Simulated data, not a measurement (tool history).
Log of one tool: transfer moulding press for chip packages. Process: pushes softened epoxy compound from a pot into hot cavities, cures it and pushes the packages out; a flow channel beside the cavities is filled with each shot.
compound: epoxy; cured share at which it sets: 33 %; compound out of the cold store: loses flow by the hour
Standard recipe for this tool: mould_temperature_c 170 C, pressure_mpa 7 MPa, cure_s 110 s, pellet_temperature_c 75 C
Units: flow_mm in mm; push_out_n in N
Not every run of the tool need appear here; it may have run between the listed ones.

run	hour	mould_temperature_c	pressure_mpa	cure_s	pellet_temperature_c	incoming compound's hours out of the cold store	flow_mm	push_out_n
1	0	170	7	110	75	30.4	705	456
# hour 34.6: cavities cleaned with cleaning compound and waxed
2	54.4	170	7	110	77	29.2	709	452
# hour 100.7: cavities cleaned with cleaning compound and waxed
3	121.8	170	7	110	67	40.6	672	452
# hour 165.8: cavities cleaned with cleaning compound and waxed
4	186.8	170	7	110	67	28.8	710	468
# hour 233: cavities cleaned with cleaning compound and waxed
5	238	170	7	110	67	41	672	443
# hour 265: plunger's sealing rings changed
6	288.7	170	7	110	67	12.3	770	461
# hour 300.4: cavities cleaned with cleaning compound and waxed
7	348.3	170	7	110	67	23.1	729	478
# hour 368.9: cavities cleaned with cleaning compound and waxed
8	417.6	170	7	110	67	17.2	750	481
# hour 438.3: cavities cleaned with cleaning compound and waxed
# hour 478.3: mould's thermocouples calibrated
9	497.3	170	7	110	67	21.1	738	464
# hour 505.8: cavities cleaned with cleaning compound and waxed
10	567.6	170	7	110	75	24.3	728	441
# hour 574.9: cavities cleaned with cleaning compound and waxed
11	609.8	170	7	116	75	21.5	735	441
# hour 640.8: cavities cleaned with cleaning compound and waxed
12	647.7	170	7	116	75	27.4	714	431
# hour 691.2: plunger's sealing rings changed
# hour 715.2: cavities cleaned with cleaning compound and waxed
13	729.1	170	7	116	75	29.5	709	441
14	770.4	170	6.41	115	75	12	738	458
# hour 782.3: cavities cleaned with cleaning compound and waxed
15	843	170	7	110	84	23.9	725	445
# hour 851.7: cavities cleaned with cleaning compound and waxed
# hour 920.3: cavities cleaned with cleaning compound and waxed
16	926.8	164	7.85	110	75	30.2	767	579
# hour 988: cavities cleaned with cleaning compound and waxed
17	1005.6	167	7	93	68	16.1	767	699
18	1047	176	5.57	110	75	11.5	671	419
# hour 1057.9: cavities cleaned with cleaning compound and waxed
19	1084.2	176	5.57	93	77	14.2	663	442
# hour 1116: plunger's sealing rings changed
# hour 1127: cavities cleaned with cleaning compound and waxed
20	1158.7	176	7.28	115	77	14.6	757	413
# hour 1194.1: cavities cleaned with cleaning compound and waxed
21	1224	176	7.28	115	77	19.7	740	420
# hour 1260.9: cavities cleaned with cleaning compound and waxed
22	1282.1	168	5.64	119	85	9.6	704	445
# hour 1327.3: cavities cleaned with cleaning compound and waxed
23	1353.3	168	8.62	119	85	23.4	815	461
# hour 1394.3: cavities cleaned with cleaning compound and waxed
24	1417.4	165	6.83	144	71	34.8	698	427
25	1450.7	167	7	134	75	42.1	674	427
# hour 1463.8: cavities cleaned with cleaning compound and waxed
26	1496.9	171	7.44	106	73	45	677	431

Forecast each of these 3 alternatives for the next run:
# hour 1531: cavities cleaned with cleaning compound and waxed
# hour 1543.2: plunger's sealing rings changed
A	1582.6	170	5.67	146	68	18.9	?	?
# hour 1531: cavities cleaned with cleaning compound and waxed
# hour 1543.2: plunger's sealing rings changed
B	1582.6	170	5.81	110	65	25.6	?	?
# hour 1531: cavities cleaned with cleaning compound and waxed
# hour 1543.2: plunger's sealing rings changed
C	1582.6	174	7.44	118	73	34.3	?	?

run	flow_mm	push_out_n
A	671	405
B	658	447
C	703	401
Stripped of hidden state, with their random variation kept, the same runs would have yielded:
run	flow_mm	push_out_n
A	671	401
B	658	442
C	703	397
